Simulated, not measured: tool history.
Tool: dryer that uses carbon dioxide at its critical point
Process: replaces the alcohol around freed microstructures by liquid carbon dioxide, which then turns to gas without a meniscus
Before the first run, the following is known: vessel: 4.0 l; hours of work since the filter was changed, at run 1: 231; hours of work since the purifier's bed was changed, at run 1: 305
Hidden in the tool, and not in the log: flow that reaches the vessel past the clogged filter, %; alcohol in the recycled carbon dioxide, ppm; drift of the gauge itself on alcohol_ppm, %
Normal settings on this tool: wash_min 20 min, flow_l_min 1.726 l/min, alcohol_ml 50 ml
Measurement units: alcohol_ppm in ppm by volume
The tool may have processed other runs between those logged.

run,hour,wash_min,flow_l_min,alcohol_ml,hours of work since the filter was changed,hours of work since the purifier's bed was changed,alcohol_ppm
1,0.0,20,1.726,50,231,305,151
2,34.0,20,1.780,50,250,324,159
3,70.6,20,1.780,20,271,345,144
4,96.9,20,1.726,50,286,360,185
5,129.5,20,1.726,50,305,379,185
6,166.1,20,1.726,50,326,400,202
7,199.0,20,2.520,50,345,419,162
8,224.7,20,2.520,50,359,433,172
9,260.3,20,2.520,50,380,453,161
10,296.2,20,2.520,50,400,474,189
11,333.1,20,2.520,50,421,495,204
12,348.8,20,1.280,50,430,504,369
13,385.5,20,2.630,50,451,525,204
14,422.6,20,2.630,50,472,546,204
# hour 428.7: purifier's bed changed
15,450.2,20,2.630,50,486,12,22
16,486.5,20,2.630,50,507,33,30
17,516.6,20,2.630,50,524,50,19
18,544.1,22,1.726,24,540,66,48
19,569.1,20,1.230,43,554,80,242
20,598.5,20,1.230,43,571,97,244
# hour 626.4: inlet filter changed
21,626.4,19,1.230,43,0,112,210
22,658.9,20,2.320,68,19,131,56
23,696.3,20,2.320,68,40,152,67
24,711.9,20,2.320,68,49,161,66
25,740.5,20,2.320,68,65,177,79
26,763.1,20,2.320,68,78,190,87
27,781.9,13,2.290,36,89,201,132
28,814.6,13,2.290,36,107,219,134
29,837.7,28,1.350,21,120,233,103
30,854.1,28,1.580,114,130,242,113
31,872.8,23,2.820,114,141,253,108
32,909.7,28,1.200,32,162,274,135
33,936.3,19,1.200,32,177,289,264

Branching from run 33: 5 alternative next runs. What would each branch give?
A,951.7,30,1.150,23,186,298,?
B,951.7,30,1.726,50,186,298,?
C,951.7,14,1.726,50,186,298,?
D,951.7,30,1.450,50,186,298,?
E,951.7,20,1.726,50,186,298,?

run,alcohol_ppm
A,125
B,113
C,303
D,119
E,141
With no hidden state in the tool, these same runs would have given:
run,alcohol_ppm
A,15
B,7
C,171
D,7
E,25
